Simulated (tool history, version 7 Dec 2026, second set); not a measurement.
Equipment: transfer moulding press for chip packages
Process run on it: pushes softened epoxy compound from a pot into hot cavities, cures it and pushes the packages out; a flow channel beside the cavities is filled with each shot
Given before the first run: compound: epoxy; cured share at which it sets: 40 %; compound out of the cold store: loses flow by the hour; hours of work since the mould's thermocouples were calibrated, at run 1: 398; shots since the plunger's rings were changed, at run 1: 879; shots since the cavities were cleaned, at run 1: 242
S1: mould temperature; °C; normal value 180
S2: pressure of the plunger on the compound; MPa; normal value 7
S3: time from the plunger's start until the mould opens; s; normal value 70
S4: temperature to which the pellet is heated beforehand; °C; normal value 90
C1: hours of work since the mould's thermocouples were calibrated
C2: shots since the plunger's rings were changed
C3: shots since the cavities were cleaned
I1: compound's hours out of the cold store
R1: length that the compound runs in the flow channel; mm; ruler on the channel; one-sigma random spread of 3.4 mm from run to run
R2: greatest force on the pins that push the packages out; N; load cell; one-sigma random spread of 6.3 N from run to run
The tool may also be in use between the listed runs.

run 1 hour=0 | S1=180 S2=7 S3=70 S4=90 | C1=398 C2=879 C3=242 | I1=19.8 | R1=1005 R2=245
-- hour=14.8 cavities cleaned with cleaning compound and waxed
run 2 hour=19.4 | S1=180 S2=7 S3=74 S4=90 | C1=408 C2=1139 C3=67 | I1=38.3 | R1=950 R2=249
run 3 hour=32.1 | S1=180 S2=7 S3=74 S4=90 | C1=415 C2=1324 C3=252 | I1=35.6 | R1=957 R2=229
-- hour=46.3 cavities cleaned with cleaning compound and waxed
run 4 hour=48.5 | S1=180 S2=7 S3=74 S4=90 | C1=424 C2=1539 C3=31 | I1=25.1 | R1=984 R2=227
run 5 hour=63.1 | S1=180 S2=7 S3=74 S4=90 | C1=432 C2=1752 C3=244 | I1=15.1 | R1=1014 R2=240
-- hour=77 cavities cleaned with cleaning compound and waxed
run 6 hour=80.4 | S1=180 S2=7 S3=74 S4=90 | C1=440 C2=1981 C3=48 | I1=31.5 | R1=963 R2=225
run 7 hour=97.5 | S1=180 S2=7 S3=70 S4=100 | C1=450 C2=2230 C3=297 | I1=27.7 | R1=975 R2=253
-- hour=108.6 cavities cleaned with cleaning compound and waxed
run 8 hour=115.3 | S1=180 S2=5.29 S3=70 S4=100 | C1=459 C2=2467 C3=97 | I1=12.5 | R1=888 R2=250
run 9 hour=124.8 | S1=180 S2=5.29 S3=70 S4=100 | C1=464 C2=2605 C3=235 | I1=45 | R1=804 R2=235
-- hour=140.2 cavities cleaned with cleaning compound and waxed
run 10 hour=143.6 | S1=180 S2=5.29 S3=70 S4=100 | C1=474 C2=2857 C3=50 | I1=9.8 | R1=895 R2=254
-- hour=152.9 plunger's sealing rings changed
run 11 hour=158.8 | S1=174 S2=5.29 S3=70 S4=100 | C1=481 C2=85 C3=234 | I1=24.9 | R1=884 R2=347
run 12 hour=169.1 | S1=174 S2=5.29 S3=70 S4=100 | C1=486 C2=235 C3=384 | I1=27.8 | R1=877 R2=321
-- hour=174.4 cavities cleaned with cleaning compound and waxed
run 13 hour=179.3 | S1=180 S2=7 S3=70 S4=90 | C1=491 C2=361 C3=71 | I1=31.7 | R1=967 R2=257
run 14 hour=188.3 | S1=180 S2=7 S3=70 S4=90 | C1=496 C2=492 C3=202 | I1=13.9 | R1=1018 R2=245
-- hour=206.1 cavities cleaned with cleaning compound and waxed
run 15 hour=208.1 | S1=178 S2=6.7 S3=70 S4=90 | C1=506 C2=758 C3=29 | I1=27.9 | R1=965 R2=277
run 16 hour=225.6 | S1=178 S2=6.7 S3=95 S4=90 | C1=516 C2=1013 C3=284 | I1=44 | R1=914 R2=209
-- hour=237.7 cavities cleaned with cleaning compound and waxed
run 17 hour=239.4 | S1=183 S2=5.63 S3=109 S4=84 | C1=523 C2=1192 C3=25 | I1=25.7 | R1=873 R2=209
run 18 hour=258.4 | S1=182 S2=7 S3=70 S4=90 | C1=533 C2=1468 C3=301 | I1=11.8 | R1=1010 R2=245
-- hour=269.4 cavities cleaned with cleaning compound and waxed
run 19 hour=273.6 | S1=182 S2=7 S3=70 S4=90 | C1=541 C2=1667 C3=61 | I1=31.1 | R1=958 R2=235
run 20 hour=282.1 | S1=182 S2=7 S3=70 S4=90 | C1=546 C2=1790 C3=184 | I1=14.7 | R1=1003 R2=242
-- hour=300.2 cavities cleaned with cleaning compound and waxed
run 21 hour=301.3 | S1=182 S2=7 S3=70 S4=90 | C1=555 C2=2048 C3=17 | I1=44.1 | R1=923 R2=235
run 22 hour=314.5 | S1=182 S2=7 S3=70 S4=90 | C1=563 C2=2239 C3=208 | I1=42.3 | R1=930 R2=231
-- hour=330.9 cavities cleaned with cleaning compound and waxed
run 23 hour=330.9 | S1=180 S2=8.62 S3=70 S4=82 | C1=571 C2=2456 C3=0 | I1=36.9 | R1=1066 R2=249
run 24 hour=345.4 | S1=186 S2=7 S3=70 S4=95 | C1=579 C2=2666 C3=210 | I1=22.6 | R1=969 R2=216
run 25 hour=357.9 | S1=186 S2=6.12 S3=70 S4=95 | C1=586 C2=2848 C3=392 | I1=18.8 | R1=918 R2=215
-- hour=362.3 cavities cleaned with cleaning compound and waxed
-- hour=369.5 plunger's sealing rings changed
run 26 hour=370.7 | S1=173 S2=6.12 S3=70 S4=95 | C1=591 C2=17 C3=86 | I1=14.8 | R1=983 R2=346
run 27 hour=385.2 | S1=184 S2=7 S3=70 S4=90 | C1=599 C2=228 C3=297 | I1=20.4 | R1=983 R2=223

4 ways to go on from here, each from the tool as it stands after run 27. What would each give?
-- hour=395.5 cavities cleaned with cleaning compound and waxed
run A hour=397.2 | S1=184 S2=7 S3=75 S4=90 | C1=604 C2=380 C3=24 | I1=46.7 | R1=? R2=?
-- hour=395.5 cavities cleaned with cleaning compound and waxed
run B hour=397.2 | S1=173 S2=7 S3=70 S4=90 | C1=604 C2=380 C3=24 | I1=20 | R1=? R2=?
-- hour=395.5 cavities cleaned with cleaning compound and waxed
run C hour=397.2 | S1=180 S2=7 S3=56 S4=83 | C1=604 C2=380 C3=24 | I1=10.1 | R1=? R2=?
-- hour=395.5 cavities cleaned with cleaning compound and waxed
run D hour=397.2 | S1=179 S2=8.58 S3=91 S4=90 | C1=604 C2=380 C3=24 | I1=14.8 | R1=? R2=?

run=A R1=913 R2=217
run=B R1=1039 R2=358
run=C R1=1037 R2=407
run=D R1=1128 R2=212
Stripped of hidden state, with their random variation kept, the same runs would have yielded:
run=A R1=913 R2=217
run=B R1=1040 R2=358
run=C R1=1038 R2=407
run=D R1=1129 R2=211
